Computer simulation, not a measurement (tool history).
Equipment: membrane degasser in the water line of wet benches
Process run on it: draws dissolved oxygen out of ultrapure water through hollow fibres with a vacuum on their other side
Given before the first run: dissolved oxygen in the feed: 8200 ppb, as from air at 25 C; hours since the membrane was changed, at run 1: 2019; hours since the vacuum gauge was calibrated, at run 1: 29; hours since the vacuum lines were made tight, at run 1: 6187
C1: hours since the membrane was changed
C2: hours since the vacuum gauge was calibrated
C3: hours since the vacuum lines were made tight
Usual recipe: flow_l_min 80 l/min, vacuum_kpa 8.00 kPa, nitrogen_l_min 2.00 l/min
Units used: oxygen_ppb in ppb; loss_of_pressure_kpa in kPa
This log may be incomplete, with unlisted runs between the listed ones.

Run 1, day 0.000: usual settings; C1 2019; C2 29; C3 6187. Result: oxygen_ppb 403.5 ppb, loss_of_pressure_kpa 29.73 kPa.
Run 2, day 1.921: usual settings; C1 2065; C2 75; C3 6233. Result: oxygen_ppb 402.9 ppb, loss_of_pressure_kpa 29.52 kPa.
At day 3.117: seals of the vacuum lines changed.
Run 3, day 3.508: usual settings; C1 2101; C2 111; C3 9. Result: oxygen_ppb 402.8 ppb, loss_of_pressure_kpa 29.70 kPa.
Run 4, day 5.721: usual settings; C1 2154; C2 164; C3 63. Result: oxygen_ppb 404.3 ppb, loss_of_pressure_kpa 29.52 kPa.
Run 5, day 7.688: usual settings; C1 2201; C2 212; C3 110. Result: oxygen_ppb 404.9 ppb, loss_of_pressure_kpa 29.75 kPa.
Run 6, day 9.925: usual settings; C1 2255; C2 265; C3 163. Result: oxygen_ppb 405.8 ppb, loss_of_pressure_kpa 29.56 kPa.
Run 7, day 12.129: usual settings; C1 2308; C2 318; C3 216. Result: oxygen_ppb 403.0 ppb, loss_of_pressure_kpa 29.60 kPa.
Run 8, day 14.275: usual settings; C1 2359; C2 370; C3 268. Result: oxygen_ppb 405.8 ppb, loss_of_pressure_kpa 29.93 kPa.
Run 9, day 15.504: usual settings; C1 2389; C2 399; C3 297. Result: oxygen_ppb 403.3 ppb, loss_of_pressure_kpa 29.78 kPa.
Run 10, day 17.488: usual settings but flow_l_min 77 l/min, vacuum_kpa 5.06 kPa, nitrogen_l_min 0.93 l/min; C1 2436; C2 447; C3 345. Result: oxygen_ppb 279.6 ppb, loss_of_pressure_kpa 28.45 kPa.
Run 11, day 19.346: usual settings but flow_l_min 59 l/min, vacuum_kpa 5.06 kPa, nitrogen_l_min 0.93 l/min; C1 2481; C2 491; C3 390. Result: oxygen_ppb 218.6 ppb, loss_of_pressure_kpa 21.71 kPa.
Run 12, day 21.525: usual settings but flow_l_min 98 l/min, vacuum_kpa 5.06 kPa, nitrogen_l_min 1.48 l/min; C1 2533; C2 544; C3 442. Result: oxygen_ppb 292.1 ppb, loss_of_pressure_kpa 36.58 kPa.
Run 13, day 23.333: usual settings but flow_l_min 75 l/min, vacuum_kpa 8.11 kPa, nitrogen_l_min 1.63 l/min; C1 2577; C2 587; C3 485. Result: oxygen_ppb 447.1 ppb, loss_of_pressure_kpa 27.92 kPa.
Run 14, day 24.792: usual settings but vacuum_kpa 9.18 kPa, nitrogen_l_min 4.10 l/min; C1 2612; C2 622; C3 520. Result: oxygen_ppb 288.0 ppb, loss_of_pressure_kpa 30.06 kPa.
Run 15, day 25.858: usual settings but flow_l_min 99 l/min, vacuum_kpa 17.97 kPa, nitrogen_l_min 4.20 l/min; C1 2637; C2 648; C3 546. Result: oxygen_ppb 771.8 ppb, loss_of_pressure_kpa 36.88 kPa.
Run 16, day 27.142: usual settings but flow_l_min 99 l/min, vacuum_kpa 17.97 kPa, nitrogen_l_min 4.20 l/min; C1 2668; C2 679; C3 577. Result: oxygen_ppb 771.6 ppb, loss_of_pressure_kpa 36.69 kPa.
Run 17, day 28.692: usual settings but flow_l_min 52 l/min, vacuum_kpa 18.21 kPa, nitrogen_l_min 4.20 l/min; C1 2705; C2 716; C3 614. Result: oxygen_ppb 417.3 ppb, loss_of_pressure_kpa 19.32 kPa.
Run 18, day 30.558: usual settings but flow_l_min 67 l/min; C1 2750; C2 761; C3 659. Result: oxygen_ppb 338.9 ppb, loss_of_pressure_kpa 24.95 kPa.

Consider 3 possible next runs. They are alternatives, not a sequence: every one starts from the tool as it was left by run 18. What does each give?
Run A, day 32.488: usual settings but flow_l_min 116 l/min, nitrogen_l_min 5.66 l/min; C1 2796; C2 807; C3 705. Result: oxygen_ppb ?, loss_of_pressure_kpa ?.
Run B, day 32.488: usual settings but flow_l_min 50 l/min, vacuum_kpa 6.79 kPa, nitrogen_l_min 0.95 l/min; C1 2796; C2 807; C3 705. Result: oxygen_ppb ?, loss_of_pressure_kpa ?.
Run C, day 32.488: usual settings but flow_l_min 67 l/min, nitrogen_l_min 0.97 l/min; C1 2796; C2 807; C3 705. Result: oxygen_ppb ?, loss_of_pressure_kpa ?.

run  oxygen_ppb  loss_of_pressure_kpa
  A       349.2                 43.39
  B       351.7                 18.67
  C       571.0                 25.17
With no hidden state in the tool, these same runs would have given:
run  oxygen_ppb  loss_of_pressure_kpa
  A       335.7                 42.45
  B       347.2                 18.27
  C       564.6                 24.63
